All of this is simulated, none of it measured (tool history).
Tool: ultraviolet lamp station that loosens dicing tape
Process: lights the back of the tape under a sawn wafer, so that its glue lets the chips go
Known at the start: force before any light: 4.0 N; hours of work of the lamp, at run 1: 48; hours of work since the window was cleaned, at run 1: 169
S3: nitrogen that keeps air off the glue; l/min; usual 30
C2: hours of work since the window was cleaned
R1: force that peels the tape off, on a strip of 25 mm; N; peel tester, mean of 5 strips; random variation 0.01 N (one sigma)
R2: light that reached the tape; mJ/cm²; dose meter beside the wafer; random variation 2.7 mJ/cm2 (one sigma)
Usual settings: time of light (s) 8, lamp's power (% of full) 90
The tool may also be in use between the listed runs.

Run 1, hour 0: usual settings; hours of work of the lamp 48; C2 169. Result: R1 0.481 N, R2 342 mJ/cm².
Run 2, hour 19.8: usual settings; hours of work of the lamp 61; C2 182. Result: R1 0.483 N, R2 348 mJ/cm².
Run 3, hour 35.1: usual settings but time of light (s) 4; hours of work of the lamp 71; C2 192. Result: R1 1.164 N, R2 174 mJ/cm².
Run 4, hour 49.1: usual settings but time of light (s) 4; hours of work of the lamp 80; C2 201. Result: R1 1.191 N, R2 169 mJ/cm².
Run 5, hour 66.7: usual settings but time of light (s) 4; hours of work of the lamp 92; C2 212. Result: R1 1.234 N, R2 171 mJ/cm².
Run 6, hour 81.6: usual settings; hours of work of the lamp 101; C2 222. Result: R1 0.507 N, R2 333 mJ/cm².
Run 7, hour 101.8: usual settings; hours of work of the lamp 115; C2 235. Result: R1 0.463 N, R2 338 mJ/cm².
Run 8, hour 114.1: usual settings; hours of work of the lamp 123; C2 243. Result: R1 0.514 N, R2 337 mJ/cm².
Run 9, hour 127.3: usual settings; hours of work of the lamp 131; C2 252. Result: R1 0.483 N, R2 331 mJ/cm².
Run 10, hour 150.4: usual settings; hours of work of the lamp 146; C2 267. Result: R1 0.5 N, R2 331 mJ/cm².
Run 11, hour 171.6: usual settings; hours of work of the lamp 160; C2 281. Result: R1 0.519 N, R2 330 mJ/cm².
Run 12, hour 188.8: usual settings; hours of work of the lamp 171; C2 292. Result: R1 0.515 N, R2 326 mJ/cm².
Run 13, hour 204.5: usual settings; hours of work of the lamp 181; C2 302. Result: R1 0.512 N, R2 328 mJ/cm².
Run 14, hour 227.1: usual settings but S3 17 l/min; hours of work of the lamp 196; C2 317. Result: R1 0.654 N, R2 323 mJ/cm².
Run 15, hour 242: usual settings but lamp's power (% of full) 71, S3 17 l/min; hours of work of the lamp 206; C2 326. Result: R1 0.916 N, R2 248 mJ/cm².
Run 16, hour 261.5: usual settings but lamp's power (% of full) 71, S3 17 l/min; hours of work of the lamp 218; C2 339. Result: R1 0.923 N, R2 254 mJ/cm².
Run 17, hour 283.9: usual settings; hours of work of the lamp 233; C2 354. Result: R1 0.529 N, R2 319 mJ/cm².
Run 18, hour 306.6: usual settings; hours of work of the lamp 248; C2 369. Result: R1 0.541 N, R2 316 mJ/cm².
Run 19, hour 318.5: usual settings but time of light (s) 9; hours of work of the lamp 255; C2 376. Result: R1 0.455 N, R2 352 mJ/cm².
At hour 321.4: window cleaned of glue's vapour.
Run 20, hour 332.9: usual settings but time of light (s) 9; hours of work of the lamp 265; C2 7. Result: R1 0.412 N, R2 390 mJ/cm².
Run 21, hour 354.4: usual settings but time of light (s) 6, lamp's power (% of full) 71, S3 16 l/min; hours of work of the lamp 279; C2 21. Result: R1 1.189 N, R2 205 mJ/cm².
Run 22, hour 369.6: usual settings but time of light (s) 11, S3 24 l/min; hours of work of the lamp 288; C2 31. Result: R1 0.354 N, R2 466 mJ/cm².
Run 23, hour 380.8: usual settings but time of light (s) 5, S3 31 l/min; hours of work of the lamp 296; C2 39. Result: R1 0.922 N, R2 209 mJ/cm².
Run 24, hour 401.4: usual settings but time of light (s) 13, lamp's power (% of full) 83, S3 57 l/min; hours of work of the lamp 309; C2 52. Result: R1 0.283 N, R2 503 mJ/cm².
Run 25, hour 413.5: usual settings but time of light (s) 14, lamp's power (% of full) 87; hours of work of the lamp 317; C2 60. Result: R1 0.269 N, R2 565 mJ/cm².
Run 26, hour 434.7: usual settings but time of light (s) 5, lamp's power (% of full) 92, S3 10 l/min; hours of work of the lamp 331; C2 74. Result: R1 1.392 N, R2 213 mJ/cm².
Run 27, hour 458.9: usual settings but time of light (s) 5, lamp's power (% of full) 92, S3 10 l/min; hours of work of the lamp 346; C2 89. Result: R1 1.356 N, R2 211 mJ/cm².
Run 28, hour 472.7: usual settings but time of light (s) 5, lamp's power (% of full) 92, S3 10 l/min; hours of work of the lamp 355; C2 98. Result: R1 1.353 N, R2 208 mJ/cm².
Run 29, hour 499.1: usual settings but lamp's power (% of full) 83; hours of work of the lamp 373; C2 116. Result: R1 0.565 N, R2 303 mJ/cm².
Run 30, hour 522.5: usual settings but lamp's power (% of full) 83; hours of work of the lamp 388; C2 131. Result: R1 0.59 N, R2 298 mJ/cm².
Run 31, hour 541.8: usual settings but lamp's power (% of full) 63; hours of work of the lamp 400; C2 143. Result: R1 0.843 N, R2 225 mJ/cm².
Run 32, hour 562.9: usual settings but time of light (s) 7, lamp's power (% of full) 72, S3 18 l/min; hours of work of the lamp 414; C2 157. Result: R1 1.025 N, R2 223 mJ/cm².
Run 33, hour 579.9: usual settings but time of light (s) 10, lamp's power (% of full) 95, S3 53 l/min; hours of work of the lamp 425; C2 168. Result: R1 0.329 N, R2 419 mJ/cm².
Run 34, hour 604.8: usual settings but time of light (s) 10, lamp's power (% of full) 95, S3 53 l/min; hours of work of the lamp 441; C2 184. Result: R1 0.311 N, R2 417 mJ/cm².
Run 35, hour 619.7: usual settings but time of light (s) 10, lamp's power (% of full) 95, S3 53 l/min; hours of work of the lamp 451; C2 194. Result: R1 0.326 N, R2 416 mJ/cm².
Run 36, hour 643.8: usual settings but time of light (s) 13, lamp's power (% of full) 70, S3 52 l/min; hours of work of the lamp 467; C2 210. Result: R1 0.339 N, R2 397 mJ/cm².
Run 37, hour 666.9: usual settings but time of light (s) 13, lamp's power (% of full) 70, S3 16 l/min; hours of work of the lamp 482; C2 225. Result: R1 0.507 N, R2 388 mJ/cm².

Forecast each of these 4 alternatives for the next run:
Run A, hour 680.5: usual settings but time of light (s) 13, lamp's power (% of full) 97, S3 16 l/min; hours of work of the lamp 491; C2 234. Result: R1 ?, R2 ?.
Run B, hour 680.5: usual settings but lamp's power (% of full) 69; hours of work of the lamp 491; C2 234. Result: R1 ?, R2 ?.
Run C, hour 680.5: usual settings but time of light (s) 6, lamp's power (% of full) 70, S3 16 l/min; hours of work of the lamp 491; C2 234. Result: R1 ?, R2 ?.
Run D, hour 680.5: usual settings but time of light (s) 13, lamp's power (% of full) 66, S3 16 l/min; hours of work of the lamp 491; C2 234. Result: R1 ?, R2 ?.

run     R1   R2
  A  0.348  538
  B  0.801  235
  C  1.355  178
  D  0.558  366
Without the tool's hidden state the same runs would have given:
run     R1   R2
  A  0.296  644
  B  0.626  281
  C   1.12  213
  D  0.435  438

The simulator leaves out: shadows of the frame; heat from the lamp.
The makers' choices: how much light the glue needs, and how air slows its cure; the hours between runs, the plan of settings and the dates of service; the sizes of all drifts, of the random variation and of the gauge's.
